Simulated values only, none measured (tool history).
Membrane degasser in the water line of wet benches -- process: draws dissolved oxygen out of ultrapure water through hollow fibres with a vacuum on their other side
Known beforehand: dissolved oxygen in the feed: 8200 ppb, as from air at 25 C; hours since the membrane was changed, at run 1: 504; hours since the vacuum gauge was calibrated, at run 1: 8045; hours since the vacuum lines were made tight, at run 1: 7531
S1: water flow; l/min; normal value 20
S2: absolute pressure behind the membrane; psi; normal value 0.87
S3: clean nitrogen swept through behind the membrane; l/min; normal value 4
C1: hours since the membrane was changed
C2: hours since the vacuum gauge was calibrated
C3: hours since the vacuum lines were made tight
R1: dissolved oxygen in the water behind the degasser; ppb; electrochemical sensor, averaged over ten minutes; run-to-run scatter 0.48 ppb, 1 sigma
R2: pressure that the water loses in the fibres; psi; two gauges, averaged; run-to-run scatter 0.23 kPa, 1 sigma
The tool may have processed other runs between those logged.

run	hour	S1	S2	S3	C1	C2	C3	R1	R2
1	0	20	0.87	4	504	8045	7531	42.8	8.432
2	49	20	0.87	4	553	8094	7580	42.4	8.496
3	103.8	20	0.87	4	608	8149	7634	43.4	8.418
4	174.3	20	0.87	4	678	8219	7705	42.8	8.363
5	248	20	0.87	4	752	8293	7779	43.7	8.459
# hour 255.3: vacuum gauge calibrated
6	312	20	0.87	4	815	57	7842	38.4	8.48
7	361.4	20	0.87	4	865	106	7892	39.6	8.369
8	404.6	20	0.87	2.21	908	149	7935	66.1	8.415
9	471.5	20	0.87	4	975	216	8002	38.4	8.444
10	548.7	20	0.87	4	1052	293	8079	38.3	8.476
11	596.8	20	0.87	4	1100	342	8127	38.2	8.518
12	666.4	20	0.87	4	1170	411	8197	38.7	8.401
13	722.8	20	0.87	4	1226	468	8253	39.5	8.488
14	773.5	20	0.87	7.73	1277	518	8304	21.7	8.454
15	846.5	20	0.87	7.73	1350	591	8377	21.9	8.528
16	884.6	20	0.566	3.22	1388	629	8415	14.4	8.446
17	952.2	20	0.566	2.3	1456	697	8482	18.9	8.53
18	1017.4	20	0.566	2.3	1521	762	8548	18.8	8.489
19	1083.2	12	0.87	5.61	1587	828	8613	16.3	5.082
20	1160.1	20	0.651	2.88	1663	905	8690	26	8.514
21	1219.6	26	0.651	2.88	1723	964	8750	42.7	11.088
22	1280.6	12	0.87	3.61	1784	1025	8811	24.8	5.11
# hour 1304.1: seals of the vacuum lines changed
23	1345.8	12	0.954	4.88	1847	1089	42	20.8	5.129
24	1419.1	12	0.954	4.88	1920	1162	115	21.7	5.124
25	1495.4	13	1.521	4	1997	1238	191	60	5.527
26	1545.7	13	1.521	4	2047	1288	242	58.3	5.569
27	1619.4	25	0.553	5.87	2121	1362	315	18.4	10.631
28	1693.9	31	0.65	10.95	2195	1437	390	41.3	13.168
29	1733.8	31	1.038	2.08	2235	1476	430	165.4	13.161
30	1798.7	31	1.038	2.08	2300	1541	495	168.3	13.304

How the hidden state differs across the entries between the runs, from the last listed run before each to the first after it:
After run 5, before run 6: vacuum gauge calibrated (hour 255.3)
  membrane still open, %: 99.4 -> 99.3; true pressure behind the membrane over the reading, kPa: 0.41 -> -0.01; air that leaks in behind the membrane, l/min: 0.0296 -> 0.0298
  measured minus no-state result, R1: +6.7 -> +1.4 ppb; R2: +0.054 -> +0.058 psi
After run 22, before run 23: seals of the vacuum lines changed (hour 1304.1)
  air that leaks in behind the membrane, l/min: 0.0333 -> 0.0013
  measured minus no-state result, R1: +2.2 -> +0.3 ppb; R2: +0.071 -> +0.075 psi
